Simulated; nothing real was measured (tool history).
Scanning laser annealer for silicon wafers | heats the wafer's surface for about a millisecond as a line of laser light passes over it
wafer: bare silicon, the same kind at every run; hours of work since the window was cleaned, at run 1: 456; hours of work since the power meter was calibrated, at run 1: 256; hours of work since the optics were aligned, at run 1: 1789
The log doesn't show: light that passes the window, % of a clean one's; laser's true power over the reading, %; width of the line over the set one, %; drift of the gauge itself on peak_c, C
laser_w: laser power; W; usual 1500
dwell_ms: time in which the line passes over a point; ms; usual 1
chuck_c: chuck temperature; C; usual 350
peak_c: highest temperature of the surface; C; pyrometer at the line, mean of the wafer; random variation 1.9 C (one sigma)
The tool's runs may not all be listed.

| run | hour | laser_w | dwell_ms | chuck_c | hours of work since the window was cleaned | hours of work since the power meter was calibrated | hours of work since the optics were aligned | peak_c |
|---|---|---|---|---|---|---|---|---|
| 1 | 0 | 1500 | 1 | 350 | 456 | 256 | 1789 | 1070 |
| 2 | 48.5 | 1500 | 1 | 350 | 487 | 287 | 1820 | 1067 |
| 3 | 123 | 1500 | 1 | 350 | 534 | 334 | 1868 | 1062 |
| 4 | 180.1 | 1500 | 1 | 350 | 571 | 371 | 1904 | 1057 |
| 5 | 214.6 | 1500 | 1 | 350 | 593 | 393 | 1926 | 1061 |
| 6 | 267 | 1500 | 1 | 350 | 627 | 427 | 1960 | 1057 |
|  | 330.2 | optics aligned, line set to its width |
|  | 337.1 | window over the wafer cleaned |
| 7 | 340 | 1500 | 1 | 350 | 2 | 469 | 5 | 1093 |
| 8 | 412.4 | 1500 | 0.88 | 350 | 48 | 515 | 51 | 1045 |
| 9 | 471.9 | 1535 | 1 | 350 | 86 | 554 | 90 | 1106 |
| 10 | 532 | 1535 | 1 | 350 | 125 | 592 | 128 | 1105 |
| 11 | 585.4 | 1535 | 1 | 350 | 159 | 626 | 162 | 1103 |
|  | 633.1 | optics aligned, line set to its width, once more |
| 12 | 662.2 | 1500 | 1.08 | 356 | 205 | 672 | 19 | 1125 |
| 13 | 703.5 | 1500 | 1.08 | 356 | 232 | 699 | 45 | 1126 |
| 14 | 752.7 | 1451 | 0.76 | 367 | 263 | 730 | 77 | 992 |
| 15 | 814.6 | 1419 | 1.06 | 350 | 303 | 770 | 116 | 1062 |
| 16 | 891.5 | 1328 | 0.73 | 317 | 352 | 819 | 166 | 877 |
| 17 | 933.5 | 1440 | 1 | 389 | 379 | 846 | 193 | 1088 |
| 18 | 997.7 | 1474 | 0.92 | 379 | 420 | 887 | 234 | 1061 |

4 ways to go on from here, each from the tool as it stands after run 18. What would each give?
| A | 1046.9 | 1474 | 1.22 | 379 | 452 | 919 | 265 | ? |
| B | 1046.9 | 1369 | 0.92 | 352 | 452 | 919 | 265 | ? |
| C | 1046.9 | 1510 | 0.79 | 312 | 452 | 919 | 265 | ? |
| D | 1046.9 | 1474 | 0.83 | 379 | 452 | 919 | 265 | ? |

| run | peak_c |
|---|---|
| A | 1163 |
| B | 986 |
| C | 963 |
| D | 1028 |
Without the tool's hidden state the same runs would have given:
| run | peak_c |
|---|---|
| A | 1194 |
| B | 1010 |
| C | 988 |
| D | 1053 |
